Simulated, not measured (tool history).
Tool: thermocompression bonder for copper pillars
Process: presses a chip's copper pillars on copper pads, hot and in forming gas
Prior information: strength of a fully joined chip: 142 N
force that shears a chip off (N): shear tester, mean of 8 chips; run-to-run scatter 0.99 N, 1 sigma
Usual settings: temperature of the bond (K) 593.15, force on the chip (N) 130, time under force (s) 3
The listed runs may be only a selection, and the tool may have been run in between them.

| run | day | temperature of the bond (K) | force on the chip (N) | time under force (s) | force that shears a chip off (N) |
|---|---|---|---|---|---|
| 1 | 0.000 | 593.15 | 130 | 3 | 79.8 |
| 2 | 2.308 | 593.15 | 130 | 3 | 79.0 |
| 3 | 3.692 | 593.15 | 130 | 3 | 77.0 |
| 4 | 5.254 | 581.15 | 130 | 3 | 70.2 |
|  | 5.742 | forming gas filter changed |
| 5 | 7.158 | 581.15 | 130 | 2 | 67.4 |
| 6 | 8.721 | 593.15 | 130 | 3 | 83.8 |
| 7 | 9.967 | 593.15 | 130 | 3 | 81.4 |
| 8 | 11.204 | 593.15 | 130 | 5 | 95.3 |
| 9 | 12.679 | 593.15 | 81 | 3 | 50.6 |
| 10 | 13.775 | 588.15 | 95 | 4 | 62.7 |
|  | 14.542 | force cell calibrated |
| 11 | 16.000 | 588.15 | 126 | 7 | 92.5 |
| 12 | 17.808 | 593.15 | 130 | 2 | 66.3 |
|  | 19.342 | forming gas filter changed |
| 13 | 19.988 | 587.15 | 102 | 2 | 54.0 |
| 14 | 21.567 | 589.15 | 116 | 5 | 83.4 |
| 15 | 23.825 | 589.15 | 116 | 5 | 80.1 |
| 16 | 25.538 | 589.15 | 116 | 5 | 79.9 |
| 17 | 26.929 | 589.15 | 116 | 5 | 77.7 |

Branching from run 17: 3 alternative next runs. What would each branch give?
| A | 29.138 | 568.15 | 116 | 5 | ? |
| B | 29.138 | 593.15 | 130 | 6 | ? |
| C | 29.138 | 594.15 | 81 | 2 | ? |

| run | force that shears a chip off (N) |
|---|---|
| A | 65.8 |
| B | 92.3 |
| C | 38.8 |
Had the tool no hidden state, the same runs would have come out as:
| run | force that shears a chip off (N) |
|---|---|
| A | 76.4 |
| B | 104.9 |
| C | 45.2 |
